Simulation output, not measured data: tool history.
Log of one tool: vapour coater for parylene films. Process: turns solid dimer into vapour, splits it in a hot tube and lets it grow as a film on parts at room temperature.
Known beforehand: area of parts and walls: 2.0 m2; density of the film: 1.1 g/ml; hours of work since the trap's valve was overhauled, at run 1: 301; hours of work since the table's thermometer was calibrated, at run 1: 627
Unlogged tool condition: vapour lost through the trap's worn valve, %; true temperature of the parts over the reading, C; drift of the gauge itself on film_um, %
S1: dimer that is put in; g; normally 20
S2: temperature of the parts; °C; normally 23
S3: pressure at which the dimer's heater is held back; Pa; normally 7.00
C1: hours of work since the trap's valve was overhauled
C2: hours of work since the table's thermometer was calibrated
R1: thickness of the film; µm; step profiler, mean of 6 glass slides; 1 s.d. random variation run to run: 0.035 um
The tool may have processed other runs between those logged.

{"run": 1, "hour": 0.0, "S1": 20, "S2": 23, "S3": 7.0, "C1": 301, "C2": 627, "R1": 4.74}
{"run": 2, "hour": 23.3, "S1": 20, "S2": 23, "S3": 7.0, "C1": 321, "C2": 647, "R1": 4.8}
{"run": 3, "hour": 41.4, "S1": 20, "S2": 33, "S3": 7.0, "C1": 337, "C2": 663, "R1": 2.94}
{"run": 4, "hour": 63.1, "S1": 20, "S2": 33, "S3": 7.0, "C1": 356, "C2": 682, "R1": 2.95}
{"run": 5, "hour": 81.4, "S1": 20, "S2": 33, "S3": 7.0, "C1": 372, "C2": 698, "R1": 2.91}
{"run": 6, "hour": 103.0, "S1": 20, "S2": 23, "S3": 7.0, "C1": 391, "C2": 717, "R1": 4.75}
{"run": 7, "hour": 122.9, "S1": 20, "S2": 15, "S3": 7.0, "C1": 409, "C2": 735, "R1": 6.78}
{"run": 8, "hour": 139.0, "S1": 20, "S2": 15, "S3": 7.0, "C1": 423, "C2": 749, "R1": 6.88}
{"run": 9, "hour": 153.1, "S1": 17, "S2": 23, "S3": 7.0, "C1": 435, "C2": 761, "R1": 3.98}
{"run": 10, "hour": 178.1, "S1": 8, "S2": 18, "S3": 4.6, "C1": 458, "C2": 784, "R1": 2.56}
{"run": 11, "hour": 196.7, "S1": 20, "S2": 19, "S3": 2.88, "C1": 474, "C2": 800, "R1": 6.57}
{"run": 12, "hour": 208.6, "S1": 20, "S2": 22, "S3": 7.0, "C1": 484, "C2": 810, "R1": 4.94}
{"run": 13, "hour": 223.4, "S1": 20, "S2": 22, "S3": 7.0, "C1": 497, "C2": 823, "R1": 4.88}
{"run": 14, "hour": 248.8, "S1": 20, "S2": 22, "S3": 7.0, "C1": 520, "C2": 846, "R1": 4.92}
{"run": 15, "hour": 271.9, "S1": 20, "S2": 22, "S3": 7.0, "C1": 540, "C2": 866, "R1": 4.83}
{"run": 16, "hour": 283.7, "S1": 20, "S2": 20, "S3": 6.89, "C1": 551, "C2": 877, "R1": 5.36}
{"run": 17, "hour": 294.5, "S1": 9, "S2": 21, "S3": 10.32, "C1": 560, "C2": 886, "R1": 2.15}
{"hour": 318.9, "done": "trap's valve overhauled"}
{"run": 18, "hour": 319.9, "S1": 19, "S2": 17, "S3": 7.0, "C1": 1, "C2": 905, "R1": 6.13}

For each entry between runs, how does the tool's hidden state at the last listed run before it compare with that at the first listed run after it?
In the gap between runs 17 and 18: trap's valve overhauled (hour 318.9)
  vapour lost through the trap's worn valve, %: 5.2 -> 0.6; true temperature of the parts over the reading, C: 0.55 -> 0.56
  what was measured, less what the result would be without the hidden state, R1: -0.18 -> -0.21 µm
